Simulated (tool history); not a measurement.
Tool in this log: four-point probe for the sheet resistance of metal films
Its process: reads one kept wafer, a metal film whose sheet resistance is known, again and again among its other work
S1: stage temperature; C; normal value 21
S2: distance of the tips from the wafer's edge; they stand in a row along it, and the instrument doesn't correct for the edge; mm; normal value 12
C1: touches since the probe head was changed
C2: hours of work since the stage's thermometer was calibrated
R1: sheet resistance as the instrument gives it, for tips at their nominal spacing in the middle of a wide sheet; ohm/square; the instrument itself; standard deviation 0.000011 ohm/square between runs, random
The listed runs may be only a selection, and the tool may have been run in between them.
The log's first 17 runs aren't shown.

| run | hour | S1 | S2 | C1 | C2 | R1 |
|---|---|---|---|---|---|---|
| 18 | 1001.7 | 21 | 12 | 98517 | 48 | 0.054736 |
| 19 | 1078.5 | 27 | 12 | 102438 | 93 | 0.054656 |
| 20 | 1155.6 | 27 | 15 | 106375 | 137 | 0.054607 |
| 21 | 1244.3 | 27 | 5 | 110905 | 188 | 0.055019 |
| 22 | 1317.6 | 27 | 5 | 114649 | 230 | 0.055015 |
| 23 | 1406.6 | 27 | 5 | 119196 | 281 | 0.054973 |
| 24 | 1498.0 | 28 | 74 | 123861 | 334 | 0.054498 |
| 25 | 1564.5 | 23 | 44 | 127262 | 372 | 0.054568 |
| 26 | 1643.2 | 21 | 4 | 131278 | 417 | 0.055285 |
|  | 1675.0 | new probe head fitted |
| 27 | 1728.6 | 30 | 8 | 2737 | 466 | 0.054750 |
| 28 | 1774.8 | 24 | 10 | 5098 | 492 | 0.054714 |
| 29 | 1844.5 | 25 | 57 | 8657 | 532 | 0.054591 |

Expected results for the next run?
| 30 | 1929.3 | 33 | 43 | 12988 | 581 | ? |

{"run 30": {"R1": 0.054493}}
Take away the tool's hidden state, keep the run-to-run variation as it was, and the same run would have given R1 0.054698 ohm/square.

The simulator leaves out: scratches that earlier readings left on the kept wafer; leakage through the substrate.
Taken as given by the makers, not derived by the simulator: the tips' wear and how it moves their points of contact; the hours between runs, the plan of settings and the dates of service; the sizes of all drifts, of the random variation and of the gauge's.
